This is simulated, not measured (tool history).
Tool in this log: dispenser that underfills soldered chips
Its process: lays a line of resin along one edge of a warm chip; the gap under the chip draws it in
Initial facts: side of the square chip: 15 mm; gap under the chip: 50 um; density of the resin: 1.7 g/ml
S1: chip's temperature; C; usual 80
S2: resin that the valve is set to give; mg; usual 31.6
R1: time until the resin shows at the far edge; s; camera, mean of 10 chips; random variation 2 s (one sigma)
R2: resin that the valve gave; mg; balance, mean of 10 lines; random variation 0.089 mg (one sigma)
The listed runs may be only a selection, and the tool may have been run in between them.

run	day	S1	S2	R1	R2
1	0	80	31.6	248.8	31.64
2	0.171	94	31.6	149.2	31.56
# day 0.45: new syringe of resin
3	0.542	80	31.6	210.7	31.41
4	0.812	80	31.6	300.1	31.19
# day 1.117: new syringe of resin
5	1.229	84	31.6	170.5	31.06
6	1.642	84	31.6	288.9	30.85
# day 1.783: new syringe of resin
7	1.946	84	31.6	186.8	30.72
8	2.25	84	31.6	272.8	30.63
# day 2.45: new syringe of resin
9	2.55	80	37.7	212.3	36.51
10	2.792	80	37.7	285.4	36.33
11	3.096	80	37.7	402.9	36.26
# day 3.142: new syringe of resin
12	3.375	80	37.7	247.4	35.99
13	3.629	68	31.6	641.7	30.09
# day 3.821: new syringe of resin
14	3.821	80	31.6	188.8	29.97
15	4.146	80	31.6	281.1	29.93
# day 4.325: dispensing valve cleaned and set on the balance
16	4.367	80	31.6	330.6	31.48
# day 4.529: new syringe of resin
17	4.775	71	31.6	405.2	31.45
18	5.15	71	31.6	650.3	31.1
# day 5.221: new syringe of resin
19	5.408	71	31.6	387.7	31.15
20	5.712	70	36.3	583.9	35.6
# day 5.892: new syringe of resin
21	6	70	36.3	354.6	35.79
22	6.171	88	31.8	172.8	31.17
23	6.458	70	33.6	616.6	32.75
# day 6.571: new syringe of resin
24	6.7	90	29.3	135.1	28.47
25	6.925	69	39.2	516.7	37.91
# day 7.242: new syringe of resin
26	7.321	69	39.2	363.6	37.67
27	7.512	73	32.4	376	31.03
28	7.862	73	32.4	569.1	31.05
# day 7.908: new syringe of resin
29	8.092	73	32.4	348.1	30.93
30	8.45	74	31.6	509.5	30.1
# day 8.583: new syringe of resin
31	8.629	85	37.7	149.2	35.69
# day 8.742: dispensing valve cleaned and set on the balance
32	8.921	85	37.7	203.1	37.55
33	9.146	85	37.7	270.6	37.46
# day 9.288: new syringe of resin
34	9.425	77	34	251.3	33.66
35	9.612	94	35.5	135.3	34.98
# day 9.958: new syringe of resin
36	10.004	81	35.5	187.3	34.79

Branching from run 36: 3 alternative next runs. What would each branch give?
A	10.35	80	27.7	?	?
B	10.35	82	27	?	?
C	10.35	92	35.5	?	?

run	R1	R2
A	311.3	27.07
B	278.5	26.53
C	162.7	34.93
Had the tool no hidden state, the same runs would have come out as:
run	R1	R2
A	199.6	27.61
B	178.4	27.06
C	104.2	35.63
